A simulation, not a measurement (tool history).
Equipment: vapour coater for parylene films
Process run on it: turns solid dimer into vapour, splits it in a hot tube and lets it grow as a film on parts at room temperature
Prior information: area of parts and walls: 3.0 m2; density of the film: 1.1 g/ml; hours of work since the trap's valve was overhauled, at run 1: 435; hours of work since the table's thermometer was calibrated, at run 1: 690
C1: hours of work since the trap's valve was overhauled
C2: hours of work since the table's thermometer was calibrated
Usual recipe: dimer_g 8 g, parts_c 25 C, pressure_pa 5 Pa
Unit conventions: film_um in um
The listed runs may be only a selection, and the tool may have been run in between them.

{"run": 1, "hour": 0.0, "dimer_g": 8, "parts_c": 25, "pressure_pa": 5, "C1": 435, "C2": 690, "film_um": 1.261}
{"run": 2, "hour": 54.5, "dimer_g": 8, "parts_c": 25, "pressure_pa": 5, "C1": 477, "C2": 732, "film_um": 1.258}
{"run": 3, "hour": 111.5, "dimer_g": 8, "parts_c": 28, "pressure_pa": 5, "C1": 521, "C2": 776, "film_um": 1.116}
{"hour": 169.2, "done": "trap's valve overhauled"}
{"run": 4, "hour": 189.3, "dimer_g": 8, "parts_c": 28, "pressure_pa": 5, "C1": 15, "C2": 833, "film_um": 1.123}
{"run": 5, "hour": 233.2, "dimer_g": 8, "parts_c": 28, "pressure_pa": 5, "C1": 49, "C2": 867, "film_um": 1.12}
{"run": 6, "hour": 285.0, "dimer_g": 8, "parts_c": 28, "pressure_pa": 5, "C1": 89, "C2": 907, "film_um": 1.12}
{"run": 7, "hour": 361.2, "dimer_g": 8, "parts_c": 28, "pressure_pa": 5, "C1": 148, "C2": 965, "film_um": 1.116}
{"run": 8, "hour": 440.7, "dimer_g": 8, "parts_c": 36, "pressure_pa": 5, "C1": 209, "C2": 1027, "film_um": 0.816}
{"run": 9, "hour": 521.0, "dimer_g": 8, "parts_c": 36, "pressure_pa": 4.41, "C1": 271, "C2": 1089, "film_um": 0.837}
{"run": 10, "hour": 555.2, "dimer_g": 7, "parts_c": 36, "pressure_pa": 4.41, "C1": 298, "C2": 1115, "film_um": 0.736}
{"run": 11, "hour": 611.3, "dimer_g": 4, "parts_c": 35, "pressure_pa": 8.17, "C1": 341, "C2": 1158, "film_um": 0.385}
{"run": 12, "hour": 669.9, "dimer_g": 4, "parts_c": 35, "pressure_pa": 8.17, "C1": 386, "C2": 1203, "film_um": 0.384}
{"run": 13, "hour": 742.4, "dimer_g": 5, "parts_c": 35, "pressure_pa": 6.66, "C1": 442, "C2": 1259, "film_um": 0.499}
{"run": 14, "hour": 822.0, "dimer_g": 5, "parts_c": 35, "pressure_pa": 6.66, "C1": 503, "C2": 1321, "film_um": 0.501}
{"run": 15, "hour": 871.0, "dimer_g": 5, "parts_c": 35, "pressure_pa": 6.66, "C1": 541, "C2": 1359, "film_um": 0.5}
{"hour": 900.1, "done": "trap's valve overhauled"}
{"run": 16, "hour": 925.8, "dimer_g": 5, "parts_c": 35, "pressure_pa": 6.66, "C1": 20, "C2": 1398, "film_um": 0.494}
{"run": 17, "hour": 996.8, "dimer_g": 5, "parts_c": 18, "pressure_pa": 2.28, "C1": 75, "C2": 1452, "film_um": 1.195}
{"hour": 1016.3, "done": "table's thermometer calibrated"}
{"run": 18, "hour": 1036.3, "dimer_g": 5, "parts_c": 32, "pressure_pa": 6.28, "C1": 104, "C2": 15, "film_um": 0.566}
{"run": 19, "hour": 1094.2, "dimer_g": 14, "parts_c": 23, "pressure_pa": 8.4, "C1": 149, "C2": 60, "film_um": 2.115}
{"run": 20, "hour": 1141.5, "dimer_g": 8, "parts_c": 28, "pressure_pa": 8.4, "C1": 185, "C2": 97, "film_um": 1}

4 options for the next run, each taken on its own from the tool as it stands now. Forecast them:
{"run": "A", "hour": 1206.2, "dimer_g": 8, "parts_c": 32, "pressure_pa": 10.1, "C1": 235, "C2": 146, "film_um": "?"}
{"run": "B", "hour": 1206.2, "dimer_g": 6, "parts_c": 30, "pressure_pa": 3.62, "C1": 235, "C2": 146, "film_um": "?"}
{"run": "C", "hour": 1206.2, "dimer_g": 12, "parts_c": 28, "pressure_pa": 8.4, "C1": 235, "C2": 146, "film_um": "?"}
{"run": "D", "hour": 1206.2, "dimer_g": 4, "parts_c": 28, "pressure_pa": 8.4, "C1": 235, "C2": 146, "film_um": "?"}

run=A film_um=0.82
run=B film_um=0.815
run=C film_um=1.494
run=D film_um=0.5
Stripped of hidden state, with their random variation kept, the same runs would have yielded:
run=A film_um=0.834
run=B film_um=0.829
run=C film_um=1.52
run=D film_um=0.509
